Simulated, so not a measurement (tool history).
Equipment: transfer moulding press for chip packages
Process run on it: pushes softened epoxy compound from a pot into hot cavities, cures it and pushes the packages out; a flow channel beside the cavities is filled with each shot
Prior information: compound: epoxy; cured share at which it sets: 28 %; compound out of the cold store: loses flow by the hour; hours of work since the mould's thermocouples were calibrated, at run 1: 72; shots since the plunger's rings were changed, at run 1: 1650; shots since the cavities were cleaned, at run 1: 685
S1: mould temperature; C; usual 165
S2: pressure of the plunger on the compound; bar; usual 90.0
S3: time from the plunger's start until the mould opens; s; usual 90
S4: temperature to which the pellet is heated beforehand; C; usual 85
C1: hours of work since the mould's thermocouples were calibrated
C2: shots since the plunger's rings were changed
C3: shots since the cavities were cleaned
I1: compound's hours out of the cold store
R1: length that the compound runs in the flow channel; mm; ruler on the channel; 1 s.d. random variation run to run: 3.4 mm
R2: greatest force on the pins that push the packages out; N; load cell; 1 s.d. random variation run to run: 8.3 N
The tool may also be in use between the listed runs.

{"run": 1, "hour": 0.0, "S1": 165, "S2": 90.0, "S3": 90, "S4": 85, "C1": 72, "C2": 1650, "C3": 685, "I1": 40.9, "R1": 859, "R2": 775}
{"run": 2, "hour": 7.2, "S1": 165, "S2": 90.0, "S3": 90, "S4": 85, "C1": 77, "C2": 1745, "C3": 780, "I1": 12.2, "R1": 945, "R2": 847}
{"hour": 13.1, "done": "cavities cleaned with cleaning compound and waxed"}
{"run": 3, "hour": 17.0, "S1": 167, "S2": 90.0, "S3": 90, "S4": 85, "C1": 83, "C2": 1854, "C3": 51, "I1": 42.1, "R1": 846, "R2": 790}
{"run": 4, "hour": 22.7, "S1": 167, "S2": 90.0, "S3": 90, "S4": 85, "C1": 87, "C2": 1928, "C3": 125, "I1": 35.8, "R1": 869, "R2": 780}
{"run": 5, "hour": 32.5, "S1": 167, "S2": 90.0, "S3": 90, "S4": 85, "C1": 93, "C2": 2056, "C3": 253, "I1": 17.8, "R1": 918, "R2": 741}
{"run": 6, "hour": 37.4, "S1": 166, "S2": 90.0, "S3": 90, "S4": 85, "C1": 96, "C2": 2121, "C3": 318, "I1": 43.9, "R1": 849, "R2": 813}
{"run": 7, "hour": 43.0, "S1": 166, "S2": 90.0, "S3": 90, "S4": 85, "C1": 100, "C2": 2194, "C3": 391, "I1": 25.6, "R1": 896, "R2": 808}
{"run": 8, "hour": 48.0, "S1": 166, "S2": 82.0, "S3": 90, "S4": 85, "C1": 103, "C2": 2259, "C3": 456, "I1": 25.6, "R1": 859, "R2": 815}
{"run": 9, "hour": 56.8, "S1": 166, "S2": 82.0, "S3": 90, "S4": 85, "C1": 109, "C2": 2375, "C3": 572, "I1": 26.3, "R1": 856, "R2": 789}
{"hour": 63.3, "done": "cavities cleaned with cleaning compound and waxed, once more"}
{"run": 10, "hour": 67.2, "S1": 166, "S2": 82.0, "S3": 103, "S4": 85, "C1": 115, "C2": 2491, "C3": 51, "I1": 35.3, "R1": 824, "R2": 298}
{"run": 11, "hour": 74.2, "S1": 166, "S2": 82.0, "S3": 103, "S4": 85, "C1": 120, "C2": 2583, "C3": 143, "I1": 39.9, "R1": 814, "R2": 374}
{"run": 12, "hour": 83.9, "S1": 165, "S2": 98.2, "S3": 90, "S4": 85, "C1": 126, "C2": 2710, "C3": 270, "I1": 25.2, "R1": 941, "R2": 649}
{"run": 13, "hour": 90.2, "S1": 165, "S2": 90.0, "S3": 90, "S4": 93, "C1": 131, "C2": 2793, "C3": 353, "I1": 42.7, "R1": 846, "R2": 652}
{"run": 14, "hour": 98.8, "S1": 165, "S2": 90.0, "S3": 90, "S4": 79, "C1": 136, "C2": 2905, "C3": 465, "I1": 22.3, "R1": 916, "R2": 780}

Run 15 is up next; what results do you expect?
{"run": 15, "hour": 107.2, "S1": 165, "S2": 90.0, "S3": 90, "S4": 79, "C1": 142, "C2": 3015, "C3": 575, "I1": 39.8, "R1": "?", "R2": "?"}

{"run 15": {"R1": 862, "R2": 775}}
Minus the tool's unlogged condition, the same run would have read R1 877 mm, R2 346 N.
